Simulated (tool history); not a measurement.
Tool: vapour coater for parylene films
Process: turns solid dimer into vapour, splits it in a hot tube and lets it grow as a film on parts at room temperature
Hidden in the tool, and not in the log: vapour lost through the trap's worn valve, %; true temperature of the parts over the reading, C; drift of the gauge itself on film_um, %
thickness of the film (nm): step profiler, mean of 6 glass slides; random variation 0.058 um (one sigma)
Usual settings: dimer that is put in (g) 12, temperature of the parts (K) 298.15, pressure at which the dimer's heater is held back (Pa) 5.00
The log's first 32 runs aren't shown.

run,hour,dimer that is put in (g),temperature of the parts (K),pressure at which the dimer's heater is held back (Pa),hours of work since the trap's valve was overhauled,hours of work since the table's thermometer was calibrated,thickness of the film (nm)
33,346.2,12,293.15,3.56,367,358,8400
34,352.8,12,293.15,3.56,370,361,8270
35,368.1,8,294.15,10.71,377,368,4740
36,377.8,15,294.15,10.71,381,372,8980
37,393.2,15,294.15,10.71,388,379,8880
38,404.4,7,298.15,9.05,393,384,3650
39,412.7,7,299.15,9.05,397,388,3570
40,423.2,7,299.15,9.05,401,392,3570
41,437.6,13,290.15,5.00,408,399,9580
42,444.9,16,304.15,5.00,411,402,7360
43,456.5,18,304.15,9.38,416,407,7730
44,471.1,8,293.15,2.02,423,413,5940
45,477.7,16,290.15,2.02,425,416,11860
46,489.6,12,298.15,6.87,431,422,6510

3 ways to go on from here, each from the tool as it stands after run 46. What would each give?
A,499.9,15,297.15,3.77,435,426,?
B,499.9,12,303.15,5.00,435,426,?
C,499.9,6,294.15,5.00,435,426,?

run,thickness of the film (nm)
A,9020
B,5700
C,3790
Without the tool's hidden state the same runs would have given:
run,thickness of the film (nm)
A,9050
B,5720
C,3800
